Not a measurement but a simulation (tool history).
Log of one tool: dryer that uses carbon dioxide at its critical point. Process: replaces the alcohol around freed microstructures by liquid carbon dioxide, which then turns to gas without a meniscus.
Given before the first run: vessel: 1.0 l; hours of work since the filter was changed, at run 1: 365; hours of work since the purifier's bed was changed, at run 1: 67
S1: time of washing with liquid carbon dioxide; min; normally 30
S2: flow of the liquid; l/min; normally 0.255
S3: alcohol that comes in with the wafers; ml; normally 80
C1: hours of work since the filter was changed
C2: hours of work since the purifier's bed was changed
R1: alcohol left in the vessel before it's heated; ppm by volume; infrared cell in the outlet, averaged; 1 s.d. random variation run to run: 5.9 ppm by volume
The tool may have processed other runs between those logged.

Run 1, hour 0: usual settings; C1 365; C2 67. Result: R1 319 ppm by volume.
Run 2, hour 5.4: usual settings but S1 21 min; C1 368; C2 71. Result: R1 1588 ppm by volume.
Run 3, hour 15.7: usual settings but S1 21 min; C1 374; C2 77. Result: R1 1655 ppm by volume.
Run 4, hour 20.1: usual settings; C1 377; C2 79. Result: R1 317 ppm by volume.
Run 5, hour 28.6: usual settings; C1 382; C2 84. Result: R1 334 ppm by volume.
Run 6, hour 34.7: usual settings but S3 72 ml; C1 385; C2 88. Result: R1 305 ppm by volume.
Run 7, hour 44.1: usual settings but S3 72 ml; C1 391; C2 93. Result: R1 306 ppm by volume.
Run 8, hour 54.5: usual settings; C1 397; C2 99. Result: R1 344 ppm by volume.
Run 9, hour 61.9: usual settings; C1 401; C2 104. Result: R1 352 ppm by volume.
Run 10, hour 68.9: usual settings; C1 405; C2 108. Result: R1 342 ppm by volume.
Run 11, hour 74: usual settings but S1 35 min; C1 408; C2 111. Result: R1 156 ppm by volume.
Run 12, hour 80.5: usual settings but S1 35 min; C1 412; C2 115. Result: R1 175 ppm by volume.
Run 13, hour 86.3: usual settings but S1 35 min; C1 415; C2 118. Result: R1 158 ppm by volume.
Run 14, hour 95.5: usual settings but S3 32 ml; C1 421; C2 123. Result: R1 163 ppm by volume.
Run 15, hour 100.1: usual settings but S3 32 ml; C1 423; C2 126. Result: R1 180 ppm by volume.
Run 16, hour 106.3: usual settings but S3 32 ml; C1 427; C2 130. Result: R1 165 ppm by volume.
Run 17, hour 111.9: usual settings but S3 32 ml; C1 430; C2 133. Result: R1 173 ppm by volume.
Run 18, hour 118.2: usual settings but S3 32 ml; C1 434; C2 137. Result: R1 169 ppm by volume.
Run 19, hour 123.3: usual settings but S2 0.27 l/min; C1 437; C2 140. Result: R1 290 ppm by volume.
Run 20, hour 131.8: usual settings but S2 0.27 l/min; C1 442; C2 145. Result: R1 271 ppm by volume.
Run 21, hour 141.1: usual settings; C1 447; C2 150. Result: R1 387 ppm by volume.
Run 22, hour 147.2: usual settings; C1 451; C2 154. Result: R1 384 ppm by volume.
Run 23, hour 155.4: usual settings but S3 69 ml; C1 456; C2 158. Result: R1 327 ppm by volume.
Run 24, hour 164.1: usual settings; C1 461; C2 164. Result: R1 387 ppm by volume.
Run 25, hour 173.5: usual settings but S1 21 min; C1 466; C2 169. Result: R1 1782 ppm by volume.
Run 26, hour 182.6: usual settings but S1 23 min; C1 472; C2 174. Result: R1 1254 ppm by volume.
Run 27, hour 190.5: usual settings but S1 22 min, S2 0.429 l/min, S3 31 ml; C1 476; C2 179. Result: R1 93 ppm by volume.
Run 28, hour 195.5: usual settings but S1 38 min, S2 0.429 l/min, S3 38 ml; C1 479; C2 182. Result: R1 58 ppm by volume.
Run 29, hour 203.7: usual settings but S1 41 min, S2 0.384 l/min, S3 74 ml; C1 484; C2 187. Result: R1 63 ppm by volume.
Run 30, hour 213.3: usual settings but S1 20 min, S3 25 ml; C1 490; C2 192. Result: R1 731 ppm by volume.
Run 31, hour 222.3: usual settings but S1 20 min, S3 25 ml; C1 495; C2 198. Result: R1 718 ppm by volume.
Run 32, hour 233: usual settings but S1 24 min, S2 0.245 l/min, S3 47 ml; C1 501; C2 204. Result: R1 781 ppm by volume.
Run 33, hour 240.4: usual settings but S1 24 min, S2 0.245 l/min, S3 47 ml; C1 506; C2 208. Result: R1 749 ppm by volume.
Run 34, hour 248.2: usual settings but S1 24 min, S2 0.245 l/min, S3 47 ml; C1 510; C2 213. Result: R1 795 ppm by volume.
Run 35, hour 253.2: usual settings but S1 34 min, S2 0.2 l/min, S3 24 ml; C1 513; C2 216. Result: R1 267 ppm by volume.
Run 36, hour 258.6: usual settings but S1 24 min, S3 77 ml; C1 516; C2 219. Result: R1 1034 ppm by volume.
Run 37, hour 263.5: usual settings but S1 24 min, S2 0.306 l/min, S3 32 ml; C1 519; C2 222. Result: R1 248 ppm by volume.
Run 38, hour 270.1: usual settings but S1 24 min, S2 0.425 l/min, S3 84 ml; C1 523; C2 226. Result: R1 136 ppm by volume.
Run 39, hour 280.4: usual settings but S1 24 min, S2 0.309 l/min, S3 27 ml; C1 529; C2 232. Result: R1 218 ppm by volume.
Run 40, hour 291: usual settings but S1 18 min, S2 0.179 l/min; C1 535; C2 238. Result: R1 8300 ppm by volume.
Run 41, hour 297.7: usual settings but S1 43 min, S2 0.312 l/min; C1 539; C2 242. Result: R1 79 ppm by volume.
Run 42, hour 307.3: usual settings but S1 43 min, S2 0.312 l/min; C1 545; C2 247. Result: R1 91 ppm by volume.
Run 43, hour 314.3: usual settings but S1 32 min, S2 0.383 l/min, S3 48 ml; C1 549; C2 251. Result: R1 94 ppm by volume.
Run 44, hour 322.9: usual settings but S2 0.193 l/min, S3 43 ml; C1 554; C2 257. Result: R1 793 ppm by volume.
Run 45, hour 331.7: usual settings but S1 37 min, S2 0.221 l/min, S3 37 ml; C1 559; C2 262. Result: R1 204 ppm by volume.
Run 46, hour 337: usual settings but S1 37 min, S2 0.372 l/min, S3 84 ml; C1 562; C2 265. Result: R1 95 ppm by volume.
At hour 339.5: inlet filter changed.
Run 47, hour 344.4: usual settings but S2 0.221 l/min, S3 63 ml; C1 3; C2 269. Result: R1 458 ppm by volume.

Subtracting, for every run, the result it would have given without the tool's unlogged condition from the measured result gives the following. The same run-to-run variation enters both numbers; the gauge's scatter may not:
Hidden conditions of the tool in this case: flow that reaches the vessel past the clogged filter, %; alcohol in the recycled carbon dioxide, ppm; drift of the gauge itself on alcohol_ppm, %.
run     R1
  1   +119
  2   +403
  3   +425
  4   +124
  5   +128
  6   +121
  7   +123
  8   +137
  9   +143
 10   +141
 11    +82
 12    +87
 13    +84
 14    +84
 15    +85
 16    +87
 17    +89
 18    +91
 19   +138
 20   +136
 21   +173
 22   +173
 23   +158
 24   +178
 25   +560
 26   +439
 27    +73
 28    +55
 29    +59
 30   +257
 31   +254
 32   +303
 33   +298
 34   +312
 35   +143
 36   +413
 37   +141
 38   +100
 39   +134
 40  +1843
 41    +78
 42    +84
 43    +84
 44   +337
 45   +139
 46    +85
 47    +97
